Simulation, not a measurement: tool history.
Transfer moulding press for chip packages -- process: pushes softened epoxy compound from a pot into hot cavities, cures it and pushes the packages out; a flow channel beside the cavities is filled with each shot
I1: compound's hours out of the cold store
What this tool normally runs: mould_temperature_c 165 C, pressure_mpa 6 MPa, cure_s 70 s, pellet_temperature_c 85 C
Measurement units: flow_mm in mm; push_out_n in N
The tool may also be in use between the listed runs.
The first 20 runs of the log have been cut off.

{"run": 21, "hour": 174.2, "mould_temperature_c": 164, "pressure_mpa": 6, "cure_s": 54, "pellet_temperature_c": 88, "I1": 38.4, "flow_mm": 910, "push_out_n": 997}
{"run": 22, "hour": 180.1, "mould_temperature_c": 164, "pressure_mpa": 6, "cure_s": 54, "pellet_temperature_c": 88, "I1": 11.8, "flow_mm": 1047, "push_out_n": 1193}
{"hour": 187.6, "done": "cavities cleaned with cleaning compound and waxed"}
{"run": 23, "hour": 188.9, "mould_temperature_c": 164, "pressure_mpa": 6, "cure_s": 54, "pellet_temperature_c": 88, "I1": 30.6, "flow_mm": 951, "push_out_n": 1056}
{"run": 24, "hour": 197.5, "mould_temperature_c": 171, "pressure_mpa": 6, "cure_s": 54, "pellet_temperature_c": 88, "I1": 12.9, "flow_mm": 1019, "push_out_n": 663}
{"run": 25, "hour": 202.4, "mould_temperature_c": 164, "pressure_mpa": 6, "cure_s": 69, "pellet_temperature_c": 85, "I1": 43.9, "flow_mm": 893, "push_out_n": 596}
{"run": 26, "hour": 213.3, "mould_temperature_c": 167, "pressure_mpa": 6, "cure_s": 69, "pellet_temperature_c": 92, "I1": 34.2, "flow_mm": 925, "push_out_n": 508}
{"run": 27, "hour": 218.4, "mould_temperature_c": 159, "pressure_mpa": 5.44, "cure_s": 70, "pellet_temperature_c": 85, "I1": 32.2, "flow_mm": 921, "push_out_n": 817}
{"run": 28, "hour": 225.8, "mould_temperature_c": 166, "pressure_mpa": 5.36, "cure_s": 70, "pellet_temperature_c": 85, "I1": 25.4, "flow_mm": 909, "push_out_n": 539}
{"run": 29, "hour": 236.8, "mould_temperature_c": 166, "pressure_mpa": 5.36, "cure_s": 70, "pellet_temperature_c": 85, "I1": 23.7, "flow_mm": 924, "push_out_n": 540}
{"run": 30, "hour": 248.0, "mould_temperature_c": 165, "pressure_mpa": 4.63, "cure_s": 70, "pellet_temperature_c": 85, "I1": 12.7, "flow_mm": 911, "push_out_n": 584}

Predict each of these 3 candidate next runs independently; none follows another, all start after run 30:
{"hour": 260.7, "done": "cavities cleaned with cleaning compound and waxed"}
{"run": "A", "hour": 260.8, "mould_temperature_c": 162, "pressure_mpa": 4.63, "cure_s": 70, "pellet_temperature_c": 85, "I1": 46.3, "flow_mm": "?", "push_out_n": "?"}
{"hour": 260.7, "done": "cavities cleaned with cleaning compound and waxed"}
{"run": "B", "hour": 260.8, "mould_temperature_c": 165, "pressure_mpa": 4.63, "cure_s": 70, "pellet_temperature_c": 93, "I1": 11.8, "flow_mm": "?", "push_out_n": "?"}
{"hour": 260.7, "done": "cavities cleaned with cleaning compound and waxed"}
{"run": "C", "hour": 260.8, "mould_temperature_c": 165, "pressure_mpa": 5.86, "cure_s": 62, "pellet_temperature_c": 85, "I1": 40.3, "flow_mm": "?", "push_out_n": "?"}

run=A flow_mm=783 push_out_n=643
run=B flow_mm=912 push_out_n=566
run=C flow_mm=893 push_out_n=667
With no hidden state in the tool, these same runs would have given:
run=A flow_mm=784 push_out_n=643
run=B flow_mm=913 push_out_n=566
run=C flow_mm=894 push_out_n=667
